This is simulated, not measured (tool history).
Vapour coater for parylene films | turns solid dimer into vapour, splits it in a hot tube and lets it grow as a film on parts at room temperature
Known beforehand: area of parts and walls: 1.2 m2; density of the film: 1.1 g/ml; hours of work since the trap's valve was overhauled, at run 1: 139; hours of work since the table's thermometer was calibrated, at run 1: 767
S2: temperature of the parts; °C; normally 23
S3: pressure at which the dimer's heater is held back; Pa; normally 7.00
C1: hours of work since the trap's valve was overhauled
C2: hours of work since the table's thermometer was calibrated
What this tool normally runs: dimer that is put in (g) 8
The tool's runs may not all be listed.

run 1 hour=0.0 | dimer_that_is_put_in_(g)=8 S2=23 S3=7.00 | C1=139 C2=767 | thickness_of_the_film_(um)=3.00
run 2 hour=49.4 | dimer_that_is_put_in_(g)=8 S2=23 S3=7.00 | C1=161 C2=789 | thickness_of_the_film_(um)=3.03
run 3 hour=88.4 | dimer_that_is_put_in_(g)=8 S2=23 S3=7.00 | C1=178 C2=807 | thickness_of_the_film_(um)=2.99
run 4 hour=122.4 | dimer_that_is_put_in_(g)=8 S2=23 S3=7.00 | C1=194 C2=822 | thickness_of_the_film_(um)=2.99
run 5 hour=158.9 | dimer_that_is_put_in_(g)=8 S2=23 S3=7.00 | C1=210 C2=838 | thickness_of_the_film_(um)=2.97
run 6 hour=203.7 | dimer_that_is_put_in_(g)=8 S2=23 S3=7.00 | C1=230 C2=859 | thickness_of_the_film_(um)=2.98
run 7 hour=227.4 | dimer_that_is_put_in_(g)=8 S2=23 S3=7.00 | C1=241 C2=869 | thickness_of_the_film_(um)=2.98
run 8 hour=273.5 | dimer_that_is_put_in_(g)=8 S2=23 S3=7.00 | C1=262 C2=890 | thickness_of_the_film_(um)=2.96
-- hour=324.9 table's thermometer calibrated
run 9 hour=331.0 | dimer_that_is_put_in_(g)=8 S2=23 S3=7.00 | C1=287 C2=3 | thickness_of_the_film_(um)=3.03
run 10 hour=379.5 | dimer_that_is_put_in_(g)=8 S2=23 S3=7.00 | C1=309 C2=25 | thickness_of_the_film_(um)=3.04
run 11 hour=425.6 | dimer_that_is_put_in_(g)=8 S2=32 S3=7.00 | C1=330 C2=45 | thickness_of_the_film_(um)=2.38
run 12 hour=468.0 | dimer_that_is_put_in_(g)=8 S2=23 S3=3.03 | C1=349 C2=65 | thickness_of_the_film_(um)=3.33
run 13 hour=494.7 | dimer_that_is_put_in_(g)=8 S2=17 S3=7.00 | C1=361 C2=77 | thickness_of_the_film_(um)=3.53
-- hour=521.0 trap's valve overhauled
run 14 hour=546.2 | dimer_that_is_put_in_(g)=8 S2=23 S3=7.00 | C1=11 C2=98 | thickness_of_the_film_(um)=3.11
run 15 hour=570.5 | dimer_that_is_put_in_(g)=8 S2=23 S3=7.00 | C1=22 C2=109 | thickness_of_the_film_(um)=3.09
run 16 hour=606.5 | dimer_that_is_put_in_(g)=7 S2=23 S3=7.00 | C1=39 C2=125 | thickness_of_the_film_(um)=2.73
run 17 hour=630.5 | dimer_that_is_put_in_(g)=8 S2=23 S3=2.77 | C1=49 C2=136 | thickness_of_the_film_(um)=3.38
run 18 hour=674.3 | dimer_that_is_put_in_(g)=8 S2=23 S3=2.77 | C1=69 C2=156 | thickness_of_the_film_(um)=3.43
run 19 hour=720.3 | dimer_that_is_put_in_(g)=8 S2=23 S3=2.77 | C1=90 C2=177 | thickness_of_the_film_(um)=3.43
run 20 hour=773.9 | dimer_that_is_put_in_(g)=8 S2=23 S3=2.77 | C1=114 C2=201 | thickness_of_the_film_(um)=3.41
run 21 hour=799.2 | dimer_that_is_put_in_(g)=8 S2=23 S3=2.77 | C1=125 C2=212 | thickness_of_the_film_(um)=3.40
run 22 hour=830.1 | dimer_that_is_put_in_(g)=8 S2=23 S3=7.00 | C1=139 C2=226 | thickness_of_the_film_(um)=3.04
run 23 hour=858.5 | dimer_that_is_put_in_(g)=11 S2=25 S3=6.74 | C1=152 C2=239 | thickness_of_the_film_(um)=4.03
run 24 hour=906.1 | dimer_that_is_put_in_(g)=6 S2=33 S3=4.41 | C1=174 C2=260 | thickness_of_the_film_(um)=1.82
run 25 hour=941.2 | dimer_that_is_put_in_(g)=3 S2=28 S3=8.64 | C1=189 C2=276 | thickness_of_the_film_(um)=0.98
run 26 hour=983.7 | dimer_that_is_put_in_(g)=3 S2=19 S3=6.08 | C1=209 C2=295 | thickness_of_the_film_(um)=1.27
run 27 hour=1021.4 | dimer_that_is_put_in_(g)=7 S2=26 S3=4.20 | C1=226 C2=312 | thickness_of_the_film_(um)=2.56
run 28 hour=1073.3 | dimer_that_is_put_in_(g)=7 S2=26 S3=4.20 | C1=249 C2=336 | thickness_of_the_film_(um)=2.56
run 29 hour=1127.2 | dimer_that_is_put_in_(g)=10 S2=22 S3=3.91 | C1=273 C2=360 | thickness_of_the_film_(um)=4.08
run 30 hour=1161.9 | dimer_that_is_put_in_(g)=10 S2=22 S3=3.91 | C1=289 C2=376 | thickness_of_the_film_(um)=4.06
run 31 hour=1206.8 | dimer_that_is_put_in_(g)=12 S2=22 S3=3.91 | C1=309 C2=396 | thickness_of_the_film_(um)=4.88
run 32 hour=1245.7 | dimer_that_is_put_in_(g)=12 S2=31 S3=2.58 | C1=327 C2=413 | thickness_of_the_film_(um)=4.00
run 33 hour=1275.0 | dimer_that_is_put_in_(g)=11 S2=26 S3=5.36 | C1=340 C2=427 | thickness_of_the_film_(um)=3.88
run 34 hour=1316.0 | dimer_that_is_put_in_(g)=8 S2=23 S3=2.40 | C1=359 C2=445 | thickness_of_the_film_(um)=3.32
-- hour=1350.5 trap's valve overhauled
run 35 hour=1372.7 | dimer_that_is_put_in_(g)=6 S2=20 S3=6.16 | C1=10 C2=469 | thickness_of_the_film_(um)=2.56
run 36 hour=1419.9 | dimer_that_is_put_in_(g)=6 S2=20 S3=2.26 | C1=31 C2=490 | thickness_of_the_film_(um)=2.84
run 37 hour=1465.7 | dimer_that_is_put_in_(g)=10 S2=27 S3=2.40 | C1=52 C2=511 | thickness_of_the_film_(um)=3.88
run 38 hour=1495.8 | dimer_that_is_put_in_(g)=10 S2=27 S3=2.40 | C1=66 C2=524 | thickness_of_the_film_(um)=3.86
run 39 hour=1542.5 | dimer_that_is_put_in_(g)=8 S2=16 S3=7.00 | C1=87 C2=546 | thickness_of_the_film_(um)=3.68
run 40 hour=1580.2 | dimer_that_is_put_in_(g)=8 S2=16 S3=7.00 | C1=104 C2=562 | thickness_of_the_film_(um)=3.70
run 41 hour=1611.9 | dimer_that_is_put_in_(g)=6 S2=23 S3=4.05 | C1=118 C2=577 | thickness_of_the_film_(um)=2.40
run 42 hour=1653.4 | dimer_that_is_put_in_(g)=7 S2=23 S3=7.18 | C1=137 C2=596 | thickness_of_the_film_(um)=2.65
run 43 hour=1684.6 | dimer_that_is_put_in_(g)=7 S2=23 S3=7.18 | C1=151 C2=610 | thickness_of_the_film_(um)=2.60
run 44 hour=1735.9 | dimer_that_is_put_in_(g)=3 S2=23 S3=7.18 | C1=174 C2=633 | thickness_of_the_film_(um)=1.12

For each run, the measured value with the value that run would have given without the tool's hidden condition subtracted. The run-to-run variation is shared by both, the gauge scatter possibly not:
Hidden state present: vapour lost through the trap's worn valve, %; true temperature of the parts over the reading, C; drift of the gauge itself on film_um, %.
run=1 thickness_of_the_film_(um)=-0.14
run=2 thickness_of_the_film_(um)=-0.15
run=3 thickness_of_the_film_(um)=-0.16
run=4 thickness_of_the_film_(um)=-0.16
run=5 thickness_of_the_film_(um)=-0.17
run=6 thickness_of_the_film_(um)=-0.19
run=7 thickness_of_the_film_(um)=-0.19
run=8 thickness_of_the_film_(um)=-0.20
run=9 thickness_of_the_film_(um)=-0.11
run=10 thickness_of_the_film_(um)=-0.12
run=11 thickness_of_the_film_(um)=-0.11
run=12 thickness_of_the_film_(um)=-0.16
run=13 thickness_of_the_film_(um)=-0.17
run=14 thickness_of_the_film_(um)=-0.04
run=15 thickness_of_the_film_(um)=-0.04
run=16 thickness_of_the_film_(um)=-0.04
run=17 thickness_of_the_film_(um)=-0.05
run=18 thickness_of_the_film_(um)=-0.07
run=19 thickness_of_the_film_(um)=-0.08
run=20 thickness_of_the_film_(um)=-0.10
run=21 thickness_of_the_film_(um)=-0.10
run=22 thickness_of_the_film_(um)=-0.10
run=23 thickness_of_the_film_(um)=-0.14
run=24 thickness_of_the_film_(um)=-0.07
run=25 thickness_of_the_film_(um)=-0.03
run=26 thickness_of_the_film_(um)=-0.06
run=27 thickness_of_the_film_(um)=-0.12
run=28 thickness_of_the_film_(um)=-0.13
run=29 thickness_of_the_film_(um)=-0.23
run=30 thickness_of_the_film_(um)=-0.24
run=31 thickness_of_the_film_(um)=-0.30
run=32 thickness_of_the_film_(um)=-0.26
run=33 thickness_of_the_film_(um)=-0.26
run=34 thickness_of_the_film_(um)=-0.24
run=35 thickness_of_the_film_(um)=-0.05
run=36 thickness_of_the_film_(um)=-0.07
run=37 thickness_of_the_film_(um)=-0.11
run=38 thickness_of_the_film_(um)=-0.12
run=39 thickness_of_the_film_(um)=-0.13
run=40 thickness_of_the_film_(um)=-0.14
run=41 thickness_of_the_film_(um)=-0.10
run=42 thickness_of_the_film_(um)=-0.12
run=43 thickness_of_the_film_(um)=-0.11
run=44 thickness_of_the_film_(um)=-0.05
